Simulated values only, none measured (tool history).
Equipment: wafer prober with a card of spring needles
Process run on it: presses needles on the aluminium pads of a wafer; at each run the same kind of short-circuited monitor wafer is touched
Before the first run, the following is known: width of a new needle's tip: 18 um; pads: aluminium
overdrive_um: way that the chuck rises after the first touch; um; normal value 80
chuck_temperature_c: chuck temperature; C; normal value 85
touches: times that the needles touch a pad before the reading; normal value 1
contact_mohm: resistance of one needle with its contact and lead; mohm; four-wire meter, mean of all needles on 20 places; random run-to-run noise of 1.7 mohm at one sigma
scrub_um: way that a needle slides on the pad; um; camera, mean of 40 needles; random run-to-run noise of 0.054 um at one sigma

run,day,overdrive_um,chuck_temperature_c,touches,contact_mohm,scrub_um
1,0.000,80,85,1,183,17.84
# day 0.171: tips cleaned on abrasive film
2,0.412,68,85,1,213,15.08
# day 0.475: tips cleaned on abrasive film
3,0.742,72,85,1,193,16.03
# day 0.796: tips cleaned on abrasive film
4,1.067,72,85,1,195,15.86
# day 1.108: tips cleaned on abrasive film
5,1.338,72,85,1,193,15.97
# day 1.438: tips cleaned on abrasive film
6,1.525,72,85,1,181,15.99
# day 1.604: tips cleaned on abrasive film, once more
# day 1.938: tips cleaned on abrasive film
7,1.962,80,85,1,173,17.72
8,2.196,80,85,1,185,17.67
# day 2.262: tips cleaned on abrasive film
# day 2.575: tips cleaned on abrasive film
9,2.612,96,32,2,158,21.28
# day 2.896: tips cleaned on abrasive film
10,2.908,91,26,2,156,20.04
# day 3.208: tips cleaned on abrasive film
11,3.229,78,75,1,169,17.26
12,3.458,94,85,2,177,20.76
# day 3.542: tips cleaned on abrasive film
13,3.729,70,76,1,187,15.34

Predict the results of run 14:
# day 3.871: tips cleaned on abrasive film
14,4.154,70,76,1,?,?

{"run 14": {"contact_mohm": 195, "scrub_um": 15.38}}
With the hidden condition absent and the run-to-run variation left alone, this run would have shown contact_mohm 167 mohm, scrub_um 15.61 um.
